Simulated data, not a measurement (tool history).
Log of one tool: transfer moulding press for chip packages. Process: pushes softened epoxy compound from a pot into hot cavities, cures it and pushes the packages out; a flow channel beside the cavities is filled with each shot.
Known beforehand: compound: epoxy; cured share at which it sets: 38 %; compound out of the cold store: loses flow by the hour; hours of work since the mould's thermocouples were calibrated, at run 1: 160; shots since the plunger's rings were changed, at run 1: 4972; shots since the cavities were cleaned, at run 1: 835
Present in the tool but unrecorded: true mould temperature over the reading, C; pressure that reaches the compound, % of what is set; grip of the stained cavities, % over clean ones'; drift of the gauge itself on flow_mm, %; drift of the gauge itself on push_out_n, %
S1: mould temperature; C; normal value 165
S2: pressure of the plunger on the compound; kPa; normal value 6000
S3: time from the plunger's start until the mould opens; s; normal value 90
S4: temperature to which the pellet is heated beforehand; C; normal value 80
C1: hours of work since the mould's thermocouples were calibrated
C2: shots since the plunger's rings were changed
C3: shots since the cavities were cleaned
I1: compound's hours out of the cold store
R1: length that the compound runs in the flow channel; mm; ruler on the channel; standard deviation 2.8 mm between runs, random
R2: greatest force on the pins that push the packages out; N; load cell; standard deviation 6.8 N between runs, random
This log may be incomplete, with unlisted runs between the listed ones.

run,hour,S1,S2,S3,S4,C1,C2,C3,I1,R1,R2
1,0.0,165,6000,90,80,160,4972,835,46.2,737,392
# hour 9.7: cavities cleaned with cleaning compound and waxed
2,12.2,165,5540,90,80,164,5060,20,44.0,715,513
3,24.1,165,6630,90,80,169,5159,119,31.1,834,522
4,39.3,165,6630,90,80,176,5283,243,15.1,903,528
5,55.1,165,6550,90,80,182,5413,373,13.3,908,558
# hour 57.7: cavities cleaned with cleaning compound and waxed, once more
6,66.1,160,6550,90,80,186,5492,69,40.6,809,383
7,73.1,165,6000,90,86,189,5549,126,40.3,755,282
8,86.8,165,6630,90,80,195,5662,239,14.1,904,334
9,95.5,165,6630,90,80,198,5733,310,38.4,800,334
10,105.5,165,6630,90,80,203,5816,393,22.7,862,353
11,116.3,165,6000,95,80,207,5905,482,43.2,743,324
# hour 130.0: plunger's sealing rings changed
12,134.0,165,6000,95,80,213,33,607,29.8,851,345
13,146.8,165,6000,95,80,219,138,712,43.2,794,350
14,158.5,165,6000,90,80,224,235,809,37.4,818,411
15,165.9,165,6000,90,80,227,296,870,10.2,938,451
# hour 171.7: cavities cleaned with cleaning compound and waxed
16,179.2,165,7450,94,80,231,392,61,40.4,893,245
17,189.9,166,5000,92,80,236,481,150,31.3,769,267
18,199.9,165,6850,125,80,240,563,232,31.0,896,211
19,207.1,165,6850,125,80,243,622,291,35.7,878,236
20,219.6,165,6020,125,80,248,725,394,23.4,870,260
21,228.2,165,6020,125,83,252,796,465,18.2,898,259
22,235.3,171,6300,103,80,255,854,523,12.1,926,270
23,248.7,171,5440,103,80,260,964,633,30.8,777,280
24,261.1,161,4950,71,80,265,1067,736,16.1,837,1044
25,267.8,161,6280,71,82,268,1122,791,26.2,891,944
# hour 283.2: cavities cleaned with cleaning compound and waxed
26,284.5,161,6280,71,82,275,1247,11,46.7,805,550
27,297.4,162,4680,108,80,280,1353,117,42.8,702,227
28,308.5,162,4680,114,80,285,1444,208,33.2,734,260
29,318.3,162,4680,114,80,289,1525,289,20.9,783,279

3 ways to go on from here, each from the tool as it stands after run 29. What would each give?
A,330.6,162,6320,114,80,294,1626,390,10.8,?,?
B,330.6,162,4940,85,83,294,1626,390,20.1,?,?
C,330.6,172,6000,95,80,294,1626,390,30.6,?,?

run,R1,R2
A,961,291
B,807,512
C,805,261
Stripped of hidden state, with their random variation kept, the same runs would have yielded:
run,R1,R2
A,983,209
B,825,370
C,823,188

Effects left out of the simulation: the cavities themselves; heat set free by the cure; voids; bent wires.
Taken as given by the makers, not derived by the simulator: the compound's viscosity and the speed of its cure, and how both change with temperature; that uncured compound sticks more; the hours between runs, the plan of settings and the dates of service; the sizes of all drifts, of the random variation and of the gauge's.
